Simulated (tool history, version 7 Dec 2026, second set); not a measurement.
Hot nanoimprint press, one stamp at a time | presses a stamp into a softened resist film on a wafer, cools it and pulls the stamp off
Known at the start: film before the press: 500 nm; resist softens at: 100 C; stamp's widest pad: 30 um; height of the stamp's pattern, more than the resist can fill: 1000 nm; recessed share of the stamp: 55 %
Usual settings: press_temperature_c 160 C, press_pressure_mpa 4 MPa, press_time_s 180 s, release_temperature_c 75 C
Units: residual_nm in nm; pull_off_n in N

| run | hour | press_temperature_c | press_pressure_mpa | press_time_s | release_temperature_c | residual_nm | pull_off_n |
|---|---|---|---|---|---|---|---|
| 1 | 0 | 160 | 4 | 180 | 75 | 205.1 | 166 |
| 2 | 9.4 | 160 | 4 | 110 | 75 | 237.9 | 168 |
| 3 | 21.1 | 160 | 4 | 110 | 76 | 238.6 | 172 |
| 4 | 29.2 | 160 | 4 | 110 | 76 | 238.9 | 168 |
| 5 | 43.4 | 160 | 4 | 110 | 76 | 236.9 | 165 |
| 6 | 61.8 | 160 | 4 | 110 | 76 | 240.2 | 177 |
| 7 | 75.8 | 160 | 4.83 | 180 | 75 | 181.5 | 170 |
| 8 | 93.2 | 160 | 5.64 | 180 | 75 | 167 | 181 |
| 9 | 101.6 | 160 | 5.64 | 180 | 75 | 165.4 | 181 |
| 10 | 113.2 | 160 | 5.64 | 180 | 75 | 166.2 | 185 |
| 11 | 129.5 | 160 | 5.64 | 180 | 75 | 167.7 | 186 |
| 12 | 144 | 160 | 5.64 | 180 | 75 | 165.7 | 185 |
| 13 | 162.5 | 160 | 5.64 | 180 | 75 | 166 | 194 |
| 14 | 175.8 | 160 | 5.64 | 180 | 75 | 168.2 | 193 |
| 15 | 184.5 | 160 | 4 | 180 | 75 | 205.2 | 198 |
| 16 | 195.7 | 152 | 3.26 | 209 | 62 | 283.1 | 235 |
| 17 | 211.8 | 160 | 4 | 102 | 72 | 241.2 | 211 |
| 18 | 231.2 | 160 | 3.23 | 100 | 72 | 274.3 | 215 |
| 19 | 247.2 | 160 | 3.23 | 100 | 72 | 272.8 | 219 |
| 20 | 261.3 | 160 | 3.23 | 100 | 72 | 275.1 | 221 |
| 21 | 280.7 | 157 | 3.1 | 267 | 72 | 229.2 | 216 |
| 22 | 292 | 157 | 3.1 | 155 | 72 | 270.8 | 225 |
| 23 | 306.4 | 157 | 2.63 | 155 | 74 | 294.4 | 231 |
| 24 | 324.3 | 163 | 3.68 | 180 | 73 | 194 | 223 |
| 25 | 342.2 | 163 | 3.68 | 127 | 63 | 215.1 | 265 |
| 26 | 361.6 | 160 | 4 | 108 | 62 | 237.5 | 270 |
| 27 | 379 | 160 | 4 | 108 | 62 | 237.1 | 275 |
| 28 | 387.9 | 165 | 2.54 | 279 | 73 | 193.9 | 245 |
| 29 | 399.4 | 160 | 4 | 171 | 75 | 207 | 242 |
| 30 | 407.9 | 166 | 2.73 | 180 | 79 | 209 | 227 |

Measured less the same run without the tool's hidden state. The same run-to-run variation is in both; the gauge's scatter may not be:
The hidden state here: true temperature over the reading, C; pressure that arrives at the usual setting, %; grip of the stamp's worn release coat, % over a new coat's; drift of the gauge itself on residual_nm, %; drift of the gauge itself on pull_off_n, %.
| run | residual_nm | pull_off_n |
|---|---|---|
| 1 | +1.4 | +8 |
| 2 | +1.6 | +9 |
| 3 | +1.5 | +12 |
| 4 | +1.5 | +12 |
| 5 | +1.5 | +15 |
| 6 | +1.4 | +19 |
| 7 | +1.5 | +20 |
| 8 | +1.7 | +24 |
| 9 | +1.7 | +26 |
| 10 | +1.7 | +27 |
| 11 | +1.6 | +30 |
| 12 | +1.7 | +32 |
| 13 | +1.6 | +36 |
| 14 | +1.6 | +38 |
| 15 | +0.9 | +40 |
| 16 | +0.3 | +50 |
| 17 | +1 | +48 |
| 18 | +0.4 | +51 |
| 19 | +0.4 | +54 |
| 20 | +0.3 | +57 |
| 21 | +0.1 | +58 |
| 22 | +0 | +62 |
| 23 | -0.5 | +66 |
| 24 | +0.5 | +67 |
| 25 | +0.4 | +81 |
| 26 | +0.6 | +86 |
| 27 | +0.5 | +91 |
| 28 | -0.5 | +81 |
| 29 | +0.4 | +83 |
| 30 | -0.3 | +78 |
